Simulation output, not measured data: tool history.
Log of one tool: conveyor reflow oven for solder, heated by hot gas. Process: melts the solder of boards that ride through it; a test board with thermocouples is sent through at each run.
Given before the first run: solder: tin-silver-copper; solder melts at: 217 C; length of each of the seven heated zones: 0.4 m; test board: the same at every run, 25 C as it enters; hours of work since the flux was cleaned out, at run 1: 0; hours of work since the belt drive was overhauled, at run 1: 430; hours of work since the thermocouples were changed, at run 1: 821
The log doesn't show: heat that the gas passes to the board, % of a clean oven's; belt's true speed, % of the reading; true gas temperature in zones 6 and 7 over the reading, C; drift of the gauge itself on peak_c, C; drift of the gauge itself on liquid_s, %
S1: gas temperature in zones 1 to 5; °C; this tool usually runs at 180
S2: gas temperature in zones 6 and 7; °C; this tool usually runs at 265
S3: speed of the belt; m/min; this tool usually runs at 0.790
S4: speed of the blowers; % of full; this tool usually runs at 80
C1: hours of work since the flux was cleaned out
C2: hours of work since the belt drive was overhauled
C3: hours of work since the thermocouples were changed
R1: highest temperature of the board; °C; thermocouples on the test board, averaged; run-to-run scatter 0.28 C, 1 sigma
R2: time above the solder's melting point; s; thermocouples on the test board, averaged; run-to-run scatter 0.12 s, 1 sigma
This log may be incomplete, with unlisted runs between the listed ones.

Run 1, hour 0.0: usual settings; C1 0; C2 430; C3 821. Result: R1 255.0 °C, R2 49.8 s.
Run 2, hour 62.1: usual settings; C1 32; C2 461; C3 853. Result: R1 254.7 °C, R2 49.8 s.
Run 3, hour 131.0: usual settings but S1 173 °C; C1 67; C2 496; C3 888. Result: R1 254.1 °C, R2 47.2 s.
Run 4, hour 185.2: usual settings but S1 173 °C; C1 94; C2 524; C3 915. Result: R1 253.9 °C, R2 47.4 s.
Run 5, hour 245.0: usual settings but S1 173 °C; C1 124; C2 554; C3 946. Result: R1 254.3 °C, R2 47.4 s.
Run 6, hour 284.4: usual settings but S4 66 % of full; C1 144; C2 574; C3 966. Result: R1 252.7 °C, R2 48.0 s.
Run 7, hour 366.2: usual settings but S4 66 % of full; C1 186; C2 616; C3 1007. Result: R1 252.5 °C, R2 48.1 s.
Run 8, hour 409.8: usual settings but S4 66 % of full; C1 208; C2 638; C3 1029. Result: R1 252.8 °C, R2 47.9 s.
Run 9, hour 479.8: usual settings but S4 66 % of full; C1 244; C2 673; C3 1065. Result: R1 252.3 °C, R2 48.1 s.
Run 10, hour 567.5: usual settings but S4 66 % of full; C1 288; C2 718; C3 1110. Result: R1 252.3 °C, R2 48.0 s.
Run 11, hour 627.4: usual settings but S4 66 % of full; C1 319; C2 748; C3 1140. Result: R1 252.1 °C, R2 48.1 s.
At hour 684.9: flux residue cleaned out of gas plates and filters.
Run 12, hour 690.9: usual settings but S4 66 % of full; C1 3; C2 778; C3 1170. Result: R1 253.0 °C, R2 47.9 s.
Run 13, hour 735.2: usual settings but S4 65 % of full; C1 26; C2 800; C3 1192. Result: R1 252.5 °C, R2 47.9 s.
Run 14, hour 789.3: usual settings but S4 65 % of full; C1 53; C2 828; C3 1220. Result: R1 252.1 °C, R2 47.8 s.
Run 15, hour 828.1: usual settings; C1 73; C2 848; C3 1239. Result: R1 255.6 °C, R2 49.7 s.
Run 16, hour 876.1: usual settings; C1 97; C2 872; C3 1264. Result: R1 254.8 °C, R2 49.8 s.
Run 17, hour 946.3: usual settings but S2 261 °C, S3 0.767 m/min; C1 133; C2 908; C3 1299. Result: R1 252.2 °C, R2 50.1 s.
Run 18, hour 1012.7: usual settings but S1 168 °C, S2 261 °C, S3 0.664 m/min; C1 167; C2 941; C3 1333. Result: R1 253.6 °C, R2 56.1 s.

Run 19, settings as shown, results not yet in. Your forecast:
Run 19, hour 1089.9: usual settings but S2 279 °C; C1 206; C2 981; C3 1372. Result: R1 ?, R2 ?.

R1: 267.2 °C
R2: 54.6 s
Without the tool's hidden state the same run would have given R1 267.3 °C, R2 54.6 s.
